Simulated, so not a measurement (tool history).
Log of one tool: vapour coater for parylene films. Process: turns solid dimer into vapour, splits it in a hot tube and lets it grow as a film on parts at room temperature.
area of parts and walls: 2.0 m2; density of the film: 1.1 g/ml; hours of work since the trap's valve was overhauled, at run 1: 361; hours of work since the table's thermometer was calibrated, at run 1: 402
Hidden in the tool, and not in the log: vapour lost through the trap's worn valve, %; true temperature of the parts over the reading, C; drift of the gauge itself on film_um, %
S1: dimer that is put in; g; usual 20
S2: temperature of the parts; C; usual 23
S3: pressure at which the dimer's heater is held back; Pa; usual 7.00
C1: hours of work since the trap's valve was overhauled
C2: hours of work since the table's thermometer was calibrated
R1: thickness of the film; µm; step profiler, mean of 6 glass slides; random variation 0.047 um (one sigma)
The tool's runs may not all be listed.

run 1 day=0.000 | S1=20 S2=23 S3=7.00 | C1=361 C2=402 | R1=5.23
run 2 day=0.296 | S1=20 S2=23 S3=7.00 | C1=367 C2=407 | R1=5.20
run 3 day=0.704 | S1=20 S2=23 S3=7.00 | C1=374 C2=415 | R1=5.23
run 4 day=1.408 | S1=20 S2=23 S3=7.00 | C1=386 C2=427 | R1=5.18
run 5 day=1.892 | S1=20 S2=23 S3=7.00 | C1=395 C2=436 | R1=5.20
run 6 day=2.312 | S1=20 S2=23 S3=6.62 | C1=402 C2=443 | R1=5.20
run 7 day=2.950 | S1=20 S2=23 S3=7.00 | C1=414 C2=454 | R1=5.20
run 8 day=3.292 | S1=20 S2=27 S3=7.00 | C1=420 C2=460 | R1=4.72
run 9 day=4.012 | S1=20 S2=27 S3=7.00 | C1=432 C2=473 | R1=4.69
run 10 day=4.679 | S1=20 S2=27 S3=7.00 | C1=444 C2=485 | R1=4.70
run 11 day=5.067 | S1=20 S2=23 S3=7.00 | C1=451 C2=492 | R1=5.13
run 12 day=5.646 | S1=20 S2=20 S3=7.00 | C1=461 C2=502 | R1=5.42
run 13 day=5.962 | S1=20 S2=20 S3=7.00 | C1=467 C2=508 | R1=5.48
run 14 day=6.271 | S1=20 S2=23 S3=7.00 | C1=472 C2=513 | R1=5.08
run 15 day=6.779 | S1=20 S2=35 S3=7.00 | C1=481 C2=522 | R1=4.09
run 16 day=7.142 | S1=20 S2=35 S3=7.00 | C1=488 C2=528 | R1=3.99
run 17 day=7.488 | S1=20 S2=35 S3=7.00 | C1=494 C2=535 | R1=4.06
run 18 day=7.975 | S1=8 S2=35 S3=7.00 | C1=503 C2=543 | R1=1.63
run 19 day=8.608 | S1=20 S2=23 S3=7.00 | C1=514 C2=554 | R1=5.14
run 20 day=9.312 | S1=20 S2=23 S3=7.00 | C1=526 C2=567 | R1=5.15
run 21 day=9.692 | S1=10 S2=23 S3=7.00 | C1=533 C2=574 | R1=2.57
run 22 day=10.196 | S1=10 S2=23 S3=7.00 | C1=542 C2=582 | R1=2.51
run 23 day=10.738 | S1=10 S2=23 S3=7.00 | C1=551 C2=592 | R1=2.51
run 24 day=11.321 | S1=10 S2=17 S3=2.82 | C1=562 C2=602 | R1=3.34
run 25 day=11.621 | S1=11 S2=16 S3=7.29 | C1=567 C2=608 | R1=3.16
run 26 day=12.158 | S1=11 S2=16 S3=7.29 | C1=577 C2=617 | R1=3.18
run 27 day=12.525 | S1=11 S2=16 S3=7.29 | C1=583 C2=624 | R1=3.17
run 28 day=13.138 | S1=9 S2=23 S3=4.26 | C1=594 C2=634 | R1=2.47
run 29 day=13.492 | S1=9 S2=23 S3=4.26 | C1=600 C2=641 | R1=2.47
run 30 day=13.838 | S1=25 S2=25 S3=11.72 | C1=606 C2=647 | R1=5.54
run 31 day=14.412 | S1=8 S2=26 S3=8.82 | C1=616 C2=657 | R1=1.81
run 32 day=14.754 | S1=8 S2=26 S3=8.82 | C1=622 C2=663 | R1=1.83
run 33 day=15.408 | S1=8 S2=26 S3=8.82 | C1=634 C2=675 | R1=1.84
run 34 day=16.050 | S1=8 S2=26 S3=8.82 | C1=645 C2=686 | R1=1.84
run 35 day=16.558 | S1=9 S2=26 S3=3.40 | C1=654 C2=695 | R1=2.42
run 36 day=16.950 | S1=9 S2=28 S3=2.33 | C1=661 C2=702 | R1=2.49
run 37 day=17.538 | S1=12 S2=23 S3=6.40 | C1=672 C2=712 | R1=3.06
run 38 day=17.988 | S1=25 S2=30 S3=4.49 | C1=680 C2=720 | R1=5.89
run 39 day=18.525 | S1=25 S2=30 S3=4.49 | C1=689 C2=730 | R1=5.87
run 40 day=19.029 | S1=13 S2=29 S3=2.55 | C1=698 C2=739 | R1=3.45
-- day=19.246 trap's valve overhauled
run 41 day=19.708 | S1=20 S2=23 S3=6.02 | C1=8 C2=748 | R1=5.53
run 42 day=20.008 | S1=20 S2=23 S3=6.02 | C1=13 C2=753 | R1=5.53
run 43 day=20.492 | S1=20 S2=27 S3=9.28 | C1=22 C2=762 | R1=4.71
run 44 day=21.062 | S1=20 S2=27 S3=7.20 | C1=32 C2=772 | R1=4.75
run 45 day=21.358 | S1=8 S2=34 S3=11.31 | C1=37 C2=777 | R1=1.57
run 46 day=21.783 | S1=35 S2=33 S3=6.98 | C1=45 C2=784 | R1=7.72

The same runs without the tool's hidden state, with the same run-to-run variation:
run=1 R1=5.40
run=2 R1=5.38
run=3 R1=5.41
run=4 R1=5.37
run=5 R1=5.40
run=6 R1=5.40
run=7 R1=5.40
run=8 R1=4.91
run=9 R1=4.88
run=10 R1=4.90
run=11 R1=5.35
run=12 R1=5.66
run=13 R1=5.72
run=14 R1=5.31
run=15 R1=4.28
run=16 R1=4.18
run=17 R1=4.25
run=18 R1=1.70
run=19 R1=5.39
run=20 R1=5.40
run=21 R1=2.69
run=22 R1=2.64
run=23 R1=2.64
run=24 R1=3.52
run=25 R1=3.34
run=26 R1=3.36
run=27 R1=3.35
run=28 R1=2.61
run=29 R1=2.61
run=30 R1=5.86
run=31 R1=1.92
run=32 R1=1.94
run=33 R1=1.95
run=34 R1=1.95
run=35 R1=2.57
run=36 R1=2.64
run=37 R1=3.26
run=38 R1=6.27
run=39 R1=6.26
run=40 R1=3.68
run=41 R1=5.53
run=42 R1=5.54
run=43 R1=4.72
run=44 R1=4.76
run=45 R1=1.57
run=46 R1=7.76
